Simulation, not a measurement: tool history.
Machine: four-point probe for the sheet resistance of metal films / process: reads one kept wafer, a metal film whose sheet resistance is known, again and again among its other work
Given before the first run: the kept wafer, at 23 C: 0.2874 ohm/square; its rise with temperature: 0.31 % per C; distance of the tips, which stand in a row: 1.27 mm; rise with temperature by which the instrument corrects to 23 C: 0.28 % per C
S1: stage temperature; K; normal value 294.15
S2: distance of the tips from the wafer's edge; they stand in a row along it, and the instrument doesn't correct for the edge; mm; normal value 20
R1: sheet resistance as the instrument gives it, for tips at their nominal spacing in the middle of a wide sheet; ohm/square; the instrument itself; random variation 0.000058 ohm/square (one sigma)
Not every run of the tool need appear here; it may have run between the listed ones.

run	day	S1	S2	R1
1	0.000	294.15	20	0.287348
2	1.279	294.15	20	0.287283
3	2.067	294.15	20	0.287345
4	2.954	294.15	20	0.287305
5	4.146	299.15	20	0.287610
6	5.242	294.15	20	0.287196
7	6.604	294.15	20	0.287221
8	7.675	307.15	20	0.288227
9	8.396	307.15	20	0.288069
10	9.733	295.15	20	0.287143
11	11.175	294.15	20	0.287023
12	11.762	294.15	20	0.286925
13	12.758	302.15	20	0.287658
14	13.746	294.15	20	0.286868
15	15.146	305.15	33	0.287362
16	16.571	305.15	33	0.287310
17	17.425	295.15	12	0.287921
18	18.412	295.15	12	0.287990
19	19.679	298.15	53	0.286519
20	20.492	298.15	30	0.286736
21	21.508	301.15	31	0.286934
22	22.288	304.15	13	0.288274
23	22.925	292.15	6	0.292499
24	23.704	304.15	8	0.290530
25	24.725	304.15	51	0.286870
26	26.138	292.15	6	0.292470
27	26.933	293.15	49	0.285921

Same runs, no hidden state in the tool, same run-to-run variation:
The tool's hidden condition here consists of: inner tips' distance over the nominal, %; tips' flats over new ones', %; wafer's true temperature over the reading, C; drift of the gauge itself on sheet_ohm, %.
run	R1
1	0.287829
2	0.287808
3	0.287894
4	0.287883
5	0.288229
6	0.287854
7	0.287928
8	0.288969
9	0.288833
10	0.287956
11	0.287886
12	0.287811
13	0.288579
14	0.287828
15	0.288369
16	0.288366
17	0.289014
18	0.289117
19	0.287681
20	0.287927
21	0.288158
22	0.289529
23	0.293798
24	0.291843
25	0.288203
26	0.293883
27	0.287331
